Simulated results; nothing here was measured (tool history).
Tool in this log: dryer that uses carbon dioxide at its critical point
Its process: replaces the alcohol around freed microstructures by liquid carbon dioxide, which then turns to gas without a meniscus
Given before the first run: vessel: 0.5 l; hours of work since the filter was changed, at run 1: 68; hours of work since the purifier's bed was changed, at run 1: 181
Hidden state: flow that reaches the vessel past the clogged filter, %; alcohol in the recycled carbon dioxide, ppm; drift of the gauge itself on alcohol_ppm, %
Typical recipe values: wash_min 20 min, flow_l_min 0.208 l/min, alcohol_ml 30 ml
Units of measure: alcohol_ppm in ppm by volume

run	day	wash_min	flow_l_min	alcohol_ml	hours of work since the filter was changed	hours of work since the purifier's bed was changed	alcohol_ppm
1	0	20	0.208	30	68	181	215
2	0.312	20	0.208	30	71	184	222
3	0.629	20	0.208	30	75	187	213
4	1.038	20	0.208	30	78	191	229
5	1.442	20	0.208	30	82	195	222
6	1.771	20	0.208	57	86	198	388
7	2.296	20	0.208	93	91	203	629
8	2.838	20	0.208	30	96	208	249
9	3.158	20	0.208	21	99	211	191
10	3.708	20	0.208	21	104	217	197
11	4.062	20	0.208	21	108	220	191
12	4.3	20	0.208	21	110	222	186
13	4.767	20	0.292	30	114	227	73
14	5.012	15	0.224	30	117	229	626
15	5.262	15	0.224	30	119	232	635
16	5.696	12	0.137	70	123	236	14946
17	6.012	20	0.207	30	126	239	260
18	6.496	20	0.207	30	131	244	276
19	6.896	20	0.207	30	135	247	280
20	7.433	13	0.237	37	140	253	1135
21	7.825	13	0.237	37	144	256	1141
22	8.129	13	0.237	37	147	259	1163
23	8.442	13	0.237	37	150	262	1172
24	8.992	20	0.208	54	155	268	450

Branching from run 24: 5 alternative next runs. What would each branch give?
A	9.5	19	0.208	54	160	272	?
B	9.5	30	0.187	54	160	272	?
C	9.5	23	0.186	75	160	272	?
D	9.5	17	0.201	97	160	272	?
E	9.5	16	0.208	40	160	272	?

run	alcohol_ppm
A	589
B	127
C	542
D	2004
E	989
The same runs, with their run-to-run variation unchanged, on a tool lacking any hidden condition would have given:
run	alcohol_ppm
A	349
B	38
C	302
D	1346
E	647
